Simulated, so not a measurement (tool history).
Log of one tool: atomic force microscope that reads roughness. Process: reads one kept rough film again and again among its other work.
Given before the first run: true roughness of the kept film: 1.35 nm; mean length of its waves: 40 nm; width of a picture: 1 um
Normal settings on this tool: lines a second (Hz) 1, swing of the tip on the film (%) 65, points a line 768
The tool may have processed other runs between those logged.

run,hour,lines a second (Hz),swing of the tip on the film (%),points a line,roughness of the kept film (nm (root mean square))
1,0,1,65,768,1.246
# hour 9: new tip fitted
2,30.3,1,65,768,1.259
# hour 42.4: new tip fitted
3,57.5,1,65,768,1.27
# hour 76: new tip fitted
4,87.1,1,63,768,1.286
# hour 114.2: new tip fitted
5,129.5,1,63,768,1.266
# hour 150.9: new tip fitted
6,158.3,2.43,63,768,1.261
# hour 188.3: new tip fitted
7,214.7,1,65,768,1.254
# hour 223.2: new tip fitted
# hour 260.1: new tip fitted
8,274,1,65,768,1.272
# hour 294: new tip fitted
# hour 330.3: new tip fitted
9,331.6,1,65,768,1.312
# hour 365.1: new tip fitted
10,383.9,2.27,66,408,1.227
# hour 403.7: new tip fitted
# hour 438.1: new tip fitted
11,438.1,2.27,68,408,1.274
# hour 471.9: new tip fitted
12,487,2.27,68,408,1.241
# hour 509.6: new tip fitted
13,519.9,2.98,64,442,1.251
# hour 544.4: new tip fitted
14,553.7,1,59,768,1.298
# hour 582.2: new tip fitted
15,609.5,0.71,58,409,1.258
# hour 615.7: new tip fitted
# hour 650.5: new tip fitted
16,661.1,1,79,876,1.269

Each row is a separate what-if for the run after 16, all from the same tool condition, not one after another. Results?
# hour 685.5: new tip fitted
A,699.5,1.3,65,386,?
# hour 685.5: new tip fitted
B,699.5,0.52,79,977,?
# hour 685.5: new tip fitted
C,699.5,1,60,768,?

run,roughness of the kept film (nm (root mean square))
A,1.26
B,1.28
C,1.287
The same runs, with their run-to-run variation unchanged, on a tool lacking any hidden condition would have given:
run,roughness of the kept film (nm (root mean square))
A,1.281
B,1.302
C,1.309
